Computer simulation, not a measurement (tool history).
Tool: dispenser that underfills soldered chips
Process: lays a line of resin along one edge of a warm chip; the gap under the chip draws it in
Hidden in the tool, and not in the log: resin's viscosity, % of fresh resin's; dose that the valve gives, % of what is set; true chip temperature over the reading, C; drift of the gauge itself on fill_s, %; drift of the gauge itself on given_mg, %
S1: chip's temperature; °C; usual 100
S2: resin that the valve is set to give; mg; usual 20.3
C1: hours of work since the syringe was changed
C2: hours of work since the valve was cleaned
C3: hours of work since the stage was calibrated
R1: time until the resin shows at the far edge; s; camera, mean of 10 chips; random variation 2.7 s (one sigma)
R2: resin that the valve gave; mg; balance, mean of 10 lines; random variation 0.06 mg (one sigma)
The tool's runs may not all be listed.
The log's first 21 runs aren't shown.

run,hour,S1,S2,C1,C2,C3,R1,R2
22,75.9,96,20.3,6,10,57,477.8,19.96
# hour 78.6: new syringe of resin
23,79.1,104,25.4,0,12,59,221.9,25.05
24,81.5,104,25.4,2,13,60,246.9,25.03
25,85.3,96,24.9,4,16,63,412.7,24.58
# hour 90.1: new syringe of resin
26,90.3,111,17.7,0,19,66,176.5,17.39
27,94.7,114,20.3,3,21,69,188.8,19.73
28,99.0,114,20.3,6,24,71,233.9,19.74
# hour 101.8: new syringe of resin
29,102.9,90,21.6,1,27,74,429.6,21.09
30,105.1,93,21.1,2,28,75,415.2,20.47
31,108.6,89,21.8,4,30,77,576.7,21.05
32,110.6,101,23.2,6,31,79,384.4,22.49
# hour 113.5: new syringe of resin
33,114.3,99,20.3,1,34,81,285.6,19.55
34,117.5,99,20.3,3,36,83,338.6,19.57
35,120.8,109,20.5,5,38,85,265.0,19.67
36,123.8,109,20.5,7,40,87,303.1,19.66

Forecast each of these 3 alternatives for the next run:
# hour 124.9: new syringe of resin
A,128.8,93,20.5,2,43,90,?,?
# hour 124.9: new syringe of resin
B,128.8,104,25.5,2,43,90,?,?
# hour 124.9: new syringe of resin
C,128.8,100,24.2,2,43,90,?,?

run,R1,R2
A,427.4,19.60
B,265.8,24.50
C,312.8,23.26
Without the tool's hidden state the same runs would have given:
run,R1,R2
A,352.5,20.46
B,220.2,25.58
C,258.9,24.28

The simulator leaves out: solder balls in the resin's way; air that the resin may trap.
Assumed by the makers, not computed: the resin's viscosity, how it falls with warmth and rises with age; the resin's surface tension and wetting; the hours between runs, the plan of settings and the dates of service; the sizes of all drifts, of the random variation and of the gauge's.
